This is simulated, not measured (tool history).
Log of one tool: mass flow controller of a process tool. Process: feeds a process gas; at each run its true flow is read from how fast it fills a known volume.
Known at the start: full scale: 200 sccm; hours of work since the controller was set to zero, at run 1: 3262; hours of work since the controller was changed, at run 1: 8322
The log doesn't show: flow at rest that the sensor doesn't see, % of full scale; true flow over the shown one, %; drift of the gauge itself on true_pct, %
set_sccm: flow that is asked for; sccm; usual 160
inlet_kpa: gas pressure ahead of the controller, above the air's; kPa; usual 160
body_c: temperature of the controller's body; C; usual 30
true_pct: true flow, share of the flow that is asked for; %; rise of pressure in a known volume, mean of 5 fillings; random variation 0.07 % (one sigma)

run     hour  set_sccm  inlet_kpa  body_c  hours of work since the controller was set to zero  hours of work since the controller was changed  true_pct
  1      0.0       160        160      30                                                3262                                            8322    100.94
  2    194.9       160        160      30                                                3348                                            8408    100.88
  3    571.9        41        160      30                                                3513                                            8573     98.48
  4    772.2        41        160      30                                                3601                                            8661     98.25
  5   1119.0        41        160      30                                                3754                                            8814     98.34
      1322.2  -- controller exchanged for a calibrated one
  6   1502.2        41        150      30                                                  79                                              79     98.34
  7   1891.5       160        160      30                                                 250                                             250     99.85
  8   2298.8        26        160      30                                                 429                                             429     97.86
  9   2622.7        26        160      30                                                 571                                             571     97.83
 10   2895.7       160        197      30                                                 691                                             691    100.01
 11   3178.6       160        160      30                                                 816                                             816     99.82
 12   3588.4       160        160      30                                                 996                                             996     99.85
 13   3930.8       160        259      30                                                1146                                            1146    100.16
 14   4314.1       160        259      30                                                1315                                            1315    100.22
 15   4706.7       160        259      30                                                1487                                            1487    100.20
 16   4957.4       160        250      30                                                1597                                            1597    100.18
 17   5337.9       160        250      30                                                1764                                            1764    100.26
      5372.7  -- controller's zero set anew
 18   5529.5       160        160      30                                                  69                                            1848     99.76
 19   5870.7       107        160      30                                                 219                                            1998     99.14
 20   6198.1       104        160      25                                                 363                                            2142     99.16
      6340.7  -- controller's zero set anew, once more
 21   6449.7       160        165      30                                                  48                                            2253    100.27
 22   6706.1        58        160      30                                                 161                                            2365     99.18
 23   6967.1       194        164      30                                                 275                                            2480    100.64
 24   7229.4        58        267      30                                                 390                                            2595     99.62
 25   7621.7        58        267      30                                                 563                                            2767     99.52
 26   7938.8        58        172      30                                                 702                                            2907     99.06
 27   8329.4        64        181      30                                                 874                                            3078     99.27
 28   8673.6        64        181      30                                                1025                                            3230     99.37
 29   9050.1       160        153      30                                                1190                                            3395    100.33
 30   9441.4       160        153      30                                                1362                                            3567    100.33
 31   9870.0        98        166      26                                                1551                                            3755     99.75
 32  10208.1       160        140      30                                                1699                                            3904    100.50
 33  10618.4       160        140      30                                                1880                                            4084    100.53
 34  10934.2        73        142      38                                                2018                                            4223     99.18
 35  11254.2       160        210      25                                                2159                                            4364    100.81
 36  11475.4       160        160      33                                                2256                                            4461    100.51
 37  11820.8        29        244      33                                                2408                                            4613     98.15

Hidden state at the last listed run before each entry between runs and at the first one after, where it differs:
Between runs 5 and 6: controller exchanged for a calibrated one (hour 1322.2)
  flow at rest that the sensor doesn't see, % of full scale: -0.36 -> -0.048; true flow over the shown one, %: 2.08 -> 0.47
  measured less the result without the state, true_pct: +0.32 -> +0.24 %
Between runs 17 and 18: controller's zero set anew (hour 5372.7)
  flow at rest that the sensor doesn't see, % of full scale: -0.181 -> -0.314; true flow over the shown one, %: 0.84 -> 0.86
  measured less the result without the state, true_pct: +0.62 -> +0.47 %
Between runs 20 and 21: controller's zero set anew, once more (hour 6340.7)
  flow at rest that the sensor doesn't see, % of full scale: -0.338 -> -0.011; true flow over the shown one, %: 0.92 -> 0.94
  measured less the result without the state, true_pct: +0.26 -> +0.93 %

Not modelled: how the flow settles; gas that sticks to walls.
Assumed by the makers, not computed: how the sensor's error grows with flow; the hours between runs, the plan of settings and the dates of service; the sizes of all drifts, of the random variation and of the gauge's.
